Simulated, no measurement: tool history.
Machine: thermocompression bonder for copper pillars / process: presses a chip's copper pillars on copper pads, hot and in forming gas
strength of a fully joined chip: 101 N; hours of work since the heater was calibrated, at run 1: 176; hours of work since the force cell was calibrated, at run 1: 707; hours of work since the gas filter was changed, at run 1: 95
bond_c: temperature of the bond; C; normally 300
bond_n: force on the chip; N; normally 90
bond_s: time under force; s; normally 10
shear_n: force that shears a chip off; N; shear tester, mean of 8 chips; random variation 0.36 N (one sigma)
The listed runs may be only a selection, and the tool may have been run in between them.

| run | hour | bond_c | bond_n | bond_s | hours of work since the heater was calibrated | hours of work since the force cell was calibrated | hours of work since the gas filter was changed | shear_n |
|---|---|---|---|---|---|---|---|---|
| 1 | 0 | 300 | 90 | 10 | 176 | 707 | 95 | 43.8 |
| 2 | 12.4 | 300 | 85 | 10 | 181 | 712 | 100 | 42.2 |
|  | 21.5 | forming gas filter changed |
| 3 | 25.9 | 300 | 90 | 10 | 186 | 718 | 2 | 48.2 |
| 4 | 39.7 | 300 | 90 | 10 | 192 | 723 | 7 | 47.7 |
| 5 | 51 | 300 | 90 | 16 | 196 | 728 | 12 | 56.2 |
| 6 | 58.7 | 300 | 109 | 10 | 199 | 731 | 15 | 56.4 |
| 7 | 64.5 | 300 | 109 | 10 | 202 | 733 | 17 | 55.1 |
| 8 | 76.3 | 300 | 90 | 10 | 207 | 738 | 22 | 47.3 |
| 9 | 83.1 | 300 | 90 | 10 | 209 | 741 | 25 | 47.2 |
| 10 | 92.3 | 300 | 64 | 10 | 213 | 744 | 29 | 34.7 |
| 11 | 105.5 | 305 | 64 | 10 | 218 | 750 | 34 | 38.2 |
| 12 | 115.1 | 305 | 64 | 10 | 222 | 754 | 38 | 38.3 |
| 13 | 123 | 305 | 64 | 10 | 225 | 757 | 41 | 37.5 |
| 14 | 133.5 | 301 | 111 | 10 | 230 | 761 | 45 | 55.4 |
| 15 | 144.7 | 301 | 111 | 10 | 234 | 766 | 50 | 55.2 |
| 16 | 155.2 | 301 | 111 | 10 | 238 | 770 | 54 | 55.1 |
| 17 | 164.1 | 301 | 111 | 10 | 242 | 773 | 58 | 55.5 |
| 18 | 171.7 | 297 | 90 | 30 | 245 | 776 | 61 | 62.4 |
| 19 | 185.3 | 297 | 90 | 30 | 251 | 782 | 66 | 63.3 |
| 20 | 197 | 286 | 98 | 8 | 255 | 787 | 71 | 37.6 |
| 21 | 209.2 | 322 | 106 | 8 | 260 | 792 | 76 | 62 |
| 22 | 217.1 | 322 | 106 | 8 | 264 | 795 | 79 | 61.1 |
| 23 | 224.4 | 300 | 78 | 13 | 266 | 798 | 82 | 44.1 |
| 24 | 233.5 | 300 | 78 | 13 | 270 | 801 | 86 | 45 |

Here are 4 independent what-if runs from the current tool condition. What would each one return?
| A | 246.1 | 318 | 78 | 15 | 275 | 807 | 91 | ? |
| B | 246.1 | 307 | 117 | 16 | 275 | 807 | 91 | ? |
| C | 246.1 | 320 | 79 | 10 | 275 | 807 | 91 | ? |
| D | 246.1 | 272 | 90 | 10 | 275 | 807 | 91 | ? |

| run | shear_n |
|---|---|
| A | 56.8 |
| B | 67.1 |
| C | 52.5 |
| D | 29.8 |
The same runs, with their run-to-run variation unchanged, on a tool lacking any hidden condition would have given:
| run | shear_n |
|---|---|
| A | 59 |
| B | 70.2 |
| C | 54.4 |
| D | 30.5 |

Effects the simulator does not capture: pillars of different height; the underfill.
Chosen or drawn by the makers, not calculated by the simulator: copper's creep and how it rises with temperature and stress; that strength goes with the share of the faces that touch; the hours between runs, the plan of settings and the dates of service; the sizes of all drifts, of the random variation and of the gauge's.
